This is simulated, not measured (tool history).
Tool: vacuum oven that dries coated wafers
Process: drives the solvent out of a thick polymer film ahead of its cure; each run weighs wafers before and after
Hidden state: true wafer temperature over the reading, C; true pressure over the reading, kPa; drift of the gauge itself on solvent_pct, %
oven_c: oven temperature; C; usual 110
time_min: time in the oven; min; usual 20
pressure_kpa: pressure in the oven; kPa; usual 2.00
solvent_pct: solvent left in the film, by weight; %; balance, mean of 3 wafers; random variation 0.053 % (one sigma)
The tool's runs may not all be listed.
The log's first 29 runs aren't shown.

run	hour	oven_c	time_min	pressure_kpa	hours of work since the thermocouples were calibrated	hours of work since the vacuum gauge was cleaned of residue	solvent_pct
30	818.7	111	25	4.02	962	825	1.48
31	846.3	112	13	1.86	975	838	2.65
32	863.0	112	13	2.05	982	845	2.62
33	896.2	124	23	2.51	997	860	0.39
34	925.4	124	28	2.51	1011	874	0.43
35	957.9	99	29	1.17	1025	888	2.85
36	983.6	109	11	5.52	1037	900	5.21
37	1008.9	114	11	2.89	1048	911	3.05
38	1033.2	121	15	4.26	1059	922	1.00
39	1055.7	102	21	2.00	1069	932	3.57
40	1071.7	102	21	2.00	1077	940	3.50
41	1108.4	110	29	7.49	1093	956	2.21
42	1130.1	110	29	7.49	1103	966	2.30
43	1163.1	111	23	2.92	1118	981	1.43
44	1186.9	102	17	2.40	1129	992	4.68

3 ways to go on from here, each from the tool as it stands after run 44. What would each give?
A	1205.3	102	10	7.83	1137	1000	?
B	1205.3	98	20	2.04	1137	1000	?
C	1205.3	110	20	1.28	1137	1000	?

run	solvent_pct
A	8.74
B	5.26
C	1.44
Without the tool's hidden state the same runs would have given:
run	solvent_pct
A	8.70
B	5.22
C	1.41
